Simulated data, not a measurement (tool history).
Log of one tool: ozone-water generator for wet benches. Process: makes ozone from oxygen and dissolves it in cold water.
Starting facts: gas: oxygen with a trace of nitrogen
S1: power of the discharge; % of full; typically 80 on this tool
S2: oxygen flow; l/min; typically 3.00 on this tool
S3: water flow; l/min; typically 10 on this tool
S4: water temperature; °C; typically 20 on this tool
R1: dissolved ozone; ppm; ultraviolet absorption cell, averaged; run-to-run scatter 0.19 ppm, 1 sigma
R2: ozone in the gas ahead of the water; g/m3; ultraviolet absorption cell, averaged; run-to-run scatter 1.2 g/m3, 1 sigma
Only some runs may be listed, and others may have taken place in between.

run 1 hour=0.0 | S1=80 S2=3.00 S3=10 S4=20 | R1=23.9 R2=206.7
run 2 hour=32.3 | S1=80 S2=3.00 S3=10 S4=20 | R1=24.2 R2=206.0
run 3 hour=60.7 | S1=80 S2=3.00 S3=10 S4=20 | R1=24.0 R2=206.5
run 4 hour=101.2 | S1=80 S2=3.00 S3=10 S4=20 | R1=23.9 R2=207.6
run 5 hour=142.2 | S1=80 S2=3.00 S3=10 S4=20 | R1=24.1 R2=207.6
run 6 hour=177.8 | S1=80 S2=3.00 S3=10 S4=20 | R1=23.7 R2=204.4
run 7 hour=199.7 | S1=80 S2=3.00 S3=10 S4=20 | R1=24.1 R2=205.7
run 8 hour=238.0 | S1=80 S2=1.99 S3=10 S4=20 | R1=21.8 R2=233.3
run 9 hour=269.0 | S1=80 S2=3.00 S3=10 S4=20 | R1=24.1 R2=204.1
run 10 hour=305.3 | S1=50 S2=3.00 S3=10 S4=20 | R1=18.0 R2=154.7
run 11 hour=347.0 | S1=80 S2=3.00 S3=10 S4=20 | R1=23.9 R2=206.5
run 12 hour=381.1 | S1=70 S2=3.00 S3=10 S4=20 | R1=21.9 R2=191.4
run 13 hour=430.5 | S1=80 S2=3.00 S3=10 S4=23 | R1=22.8 R2=203.4
run 14 hour=478.7 | S1=80 S2=2.08 S3=10 S4=20 | R1=21.9 R2=229.9
run 15 hour=519.3 | S1=80 S2=2.08 S3=10 S4=20 | R1=21.8 R2=228.7
run 16 hour=548.6 | S1=46 S2=2.08 S3=10 S4=18 | R1=16.0 R2=164.0
run 17 hour=592.4 | S1=41 S2=3.06 S3=10 S4=18 | R1=16.2 R2=135.0
-- hour=623.6 contactor cleaned
run 18 hour=644.1 | S1=91 S2=3.00 S3=10 S4=27 | R1=23.6 R2=221.0
-- hour=647.7 water thermometer calibrated
run 19 hour=669.4 | S1=56 S2=3.93 S3=8 S4=18 | R1=24.5 R2=149.9
run 20 hour=691.0 | S1=40 S2=5.12 S3=10 S4=13 | R1=19.8 R2=113.2
run 21 hour=736.0 | S1=40 S2=5.12 S3=10 S4=13 | R1=20.0 R2=113.3
run 22 hour=764.3 | S1=40 S2=5.12 S3=10 S4=13 | R1=19.7 R2=113.6
run 23 hour=797.6 | S1=40 S2=5.12 S3=10 S4=13 | R1=20.0 R2=113.1
-- hour=801.8 water thermometer calibrated, once more
run 24 hour=840.2 | S1=52 S2=1.81 S3=7 S4=12 | R1=24.4 R2=182.2
run 25 hour=866.1 | S1=52 S2=1.81 S3=7 S4=12 | R1=24.6 R2=183.5
run 26 hour=905.3 | S1=52 S2=2.03 S3=8 S4=12 | R1=22.8 R2=177.4
run 27 hour=955.5 | S1=59 S2=2.07 S3=16 S4=18 | R1=12.6 R2=189.6

Here are 4 independent what-if runs from the current tool condition. What would each one return?
run A hour=981.9 | S1=80 S2=1.88 S3=12 S4=18 | R1=? R2=?
run B hour=981.9 | S1=51 S2=2.07 S3=7 S4=18 | R1=? R2=?
run C hour=981.9 | S1=91 S2=3.93 S3=10 S4=20 | R1=? R2=?
run D hour=981.9 | S1=66 S2=3.00 S3=13 S4=19 | R1=? R2=?

run=A R1=19.0 R2=234.6
run=B R1=22.9 R2=172.0
run=C R1=28.2 R2=202.0
run=D R1=18.2 R2=180.3
With no hidden state in the tool, these same runs would have given:
run=A R1=20.1 R2=245.8
run=B R1=23.8 R2=178.1
run=C R1=29.8 R2=212.3
run=D R1=19.1 R2=187.9

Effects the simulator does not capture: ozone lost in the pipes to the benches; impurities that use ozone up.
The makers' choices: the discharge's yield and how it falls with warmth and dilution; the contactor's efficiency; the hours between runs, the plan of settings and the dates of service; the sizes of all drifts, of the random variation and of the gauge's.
